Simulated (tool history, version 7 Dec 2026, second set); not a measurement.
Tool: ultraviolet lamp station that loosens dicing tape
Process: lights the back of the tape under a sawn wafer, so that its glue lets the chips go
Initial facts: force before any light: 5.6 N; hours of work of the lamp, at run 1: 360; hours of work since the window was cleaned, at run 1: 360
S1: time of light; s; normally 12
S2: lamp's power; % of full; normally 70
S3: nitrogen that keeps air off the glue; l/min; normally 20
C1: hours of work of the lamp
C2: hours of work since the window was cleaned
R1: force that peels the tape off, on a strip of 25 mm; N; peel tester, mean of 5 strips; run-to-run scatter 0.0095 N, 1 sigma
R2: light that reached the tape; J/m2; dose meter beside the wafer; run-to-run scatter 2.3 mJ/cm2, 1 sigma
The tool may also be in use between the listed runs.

run 1 hour=0 | S1=12 S2=70 S3=20 | C1=360 C2=360 | R1=0.619 R2=1820
run 2 hour=59.2 | S1=12 S2=70 S3=32 | C1=404 C2=404 | R1=0.507 R2=1710
run 3 hour=120.8 | S1=12 S2=70 S3=32 | C1=449 C2=449 | R1=0.547 R2=1730
run 4 hour=182.7 | S1=12 S2=70 S3=27 | C1=494 C2=494 | R1=0.621 R2=1610
run 5 hour=218 | S1=12 S2=70 S3=27 | C1=520 C2=520 | R1=0.661 R2=1650
-- hour=228.9 window cleaned of glue's vapour
run 6 hour=244 | S1=12 S2=64 S3=20 | C1=539 C2=11 | R1=0.616 R2=1770
run 7 hour=300.9 | S1=12 S2=64 S3=20 | C1=580 C2=53 | R1=0.685 R2=1760
run 8 hour=336.7 | S1=12 S2=64 S3=20 | C1=606 C2=79 | R1=0.692 R2=1700
run 9 hour=375.7 | S1=12 S2=70 S3=20 | C1=635 C2=107 | R1=0.618 R2=1860
run 10 hour=415.6 | S1=12 S2=70 S3=20 | C1=664 C2=137 | R1=0.654 R2=1850
run 11 hour=455.1 | S1=12 S2=70 S3=20 | C1=693 C2=166 | R1=0.674 R2=1780
run 12 hour=509.9 | S1=12 S2=70 S3=20 | C1=733 C2=206 | R1=0.691 R2=1750
run 13 hour=565.4 | S1=12 S2=70 S3=20 | C1=774 C2=246 | R1=0.712 R2=1700
run 14 hour=592.2 | S1=21 S2=70 S3=20 | C1=793 C2=266 | R1=0.194 R2=2920
run 15 hour=632.9 | S1=21 S2=70 S3=20 | C1=823 C2=296 | R1=0.194 R2=2900
run 16 hour=694 | S1=7 S2=68 S3=12 | C1=868 C2=340 | R1=2.265 R2=880
run 17 hour=752.4 | S1=15 S2=85 S3=20 | C1=911 C2=383 | R1=0.351 R2=2370
run 18 hour=792.8 | S1=9 S2=94 S3=20 | C1=940 C2=413 | R1=0.852 R2=1530
run 19 hour=824 | S1=9 S2=94 S3=20 | C1=963 C2=436 | R1=0.896 R2=1550
run 20 hour=868.2 | S1=12 S2=81 S3=7 | C1=995 C2=468 | R1=1.378 R2=1700
run 21 hour=928.1 | S1=15 S2=62 S3=12 | C1=1039 C2=512 | R1=1.125 R2=1600
-- hour=949.5 window cleaned of glue's vapour
run 22 hour=978.9 | S1=18 S2=84 S3=20 | C1=1076 C2=21 | R1=0.174 R2=3030
run 23 hour=1006.6 | S1=18 S2=84 S3=20 | C1=1096 C2=42 | R1=0.185 R2=2960
run 24 hour=1049.8 | S1=18 S2=85 S3=18 | C1=1128 C2=73 | R1=0.206 R2=2960
run 25 hour=1106.3 | S1=18 S2=85 S3=18 | C1=1169 C2=115 | R1=0.23 R2=2900
run 26 hour=1165.4 | S1=11 S2=75 S3=20 | C1=1212 C2=158 | R1=0.864 R2=1500
run 27 hour=1200.3 | S1=24 S2=66 S3=36 | C1=1238 C2=184 | R1=0.125 R2=2890
run 28 hour=1243.8 | S1=8 S2=86 S3=30 | C1=1270 C2=215 | R1=1.011 R2=1210

Branching from run 28: 3 alternative next runs. What would each branch give?
run A hour=1288.2 | S1=8 S2=91 S3=12 | C1=1302 C2=248 | R1=? R2=?
run B hour=1288.2 | S1=15 S2=82 S3=13 | C1=1302 C2=248 | R1=? R2=?
run C hour=1288.2 | S1=21 S2=62 S3=17 | C1=1302 C2=248 | R1=? R2=?

run=A R1=1.567 R2=1260
run=B R1=0.632 R2=2160
run=C R1=0.439 R2=2290
What these runs would have given with no unlogged condition in the tool:
run=A R1=0.819 R2=1910
run=B R1=0.227 R2=3270
run=C R1=0.147 R2=3480

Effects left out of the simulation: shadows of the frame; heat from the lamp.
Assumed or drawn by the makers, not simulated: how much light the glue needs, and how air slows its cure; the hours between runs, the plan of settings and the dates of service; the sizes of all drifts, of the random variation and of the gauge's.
